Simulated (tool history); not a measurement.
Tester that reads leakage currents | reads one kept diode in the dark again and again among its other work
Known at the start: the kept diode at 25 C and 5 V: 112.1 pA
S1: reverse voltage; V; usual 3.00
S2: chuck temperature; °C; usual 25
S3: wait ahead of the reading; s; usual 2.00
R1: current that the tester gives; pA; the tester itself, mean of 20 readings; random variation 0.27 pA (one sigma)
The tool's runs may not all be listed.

run,hour,S1,S2,S3,R1
1,0.0,3.00,25,2.00,87.46
2,91.7,3.00,25,2.00,86.85
3,183.9,3.00,20,2.00,59.66
4,253.6,3.00,20,5.95,59.41
5,319.8,3.00,21,2.00,63.90
6,435.9,3.00,25,2.00,85.87
7,515.4,3.00,28,2.00,106.58
8,576.6,3.00,28,2.00,106.32
9,658.0,3.00,28,2.00,106.67
10,769.5,3.00,28,2.00,105.60
11,848.3,3.00,25,2.00,84.95
12,909.0,3.00,25,1.92,84.72
13,978.4,3.00,25,1.92,84.58
14,1045.8,16.71,25,2.00,195.89
15,1137.0,12.07,25,2.00,165.92
16,1254.5,12.07,25,0.43,166.55
17,1364.0,3.00,25,5.60,83.19
18,1449.1,3.00,25,0.82,82.68
19,1535.9,3.53,27,1.74,103.49
20,1619.8,3.00,25,1.25,82.49
21,1733.7,13.48,47,0.66,785.56
22,1829.1,13.48,56,0.31,1389.47
23,1910.2,13.48,56,0.31,1376.82
24,2015.1,13.48,52,9.95,1064.18
25,2127.0,13.40,25,0.62,170.22
26,2243.2,10.63,38,0.37,377.52
27,2356.7,10.63,38,0.37,374.13
28,2447.5,2.95,25,3.80,79.08
29,2521.1,1.90,25,4.04,63.53
30,2614.8,7.35,41,5.27,378.40
31,2713.4,3.00,22,1.74,63.30
32,2802.4,3.00,22,1.74,62.64

Taken out of this log: 2 entries between the listed runs. Where each belongs, and how the hidden state differs across it:
Between runs 21 and 22: tester calibrated (hour 1742.2)
  stray current of the dirty probe card, pA a volt: 0.532 -> 0.555; current scale over the true one, %: 0.63 -> 0.75; true chuck temperature over the reading, C: -1.25 -> -1.31
  measured less the result without the state, R1: -53.93 -> -97.88 pA
Between runs 23 and 24: tester calibrated, once more (hour 1991.6)
  stray current of the dirty probe card, pA a volt: 0.575 -> 0.601; current scale over the true one, %: 0.77 -> 0.09; true chuck temperature over the reading, C: -1.36 -> -1.41
  measured less the result without the state, R1: -100.72 -> -90.21 pA
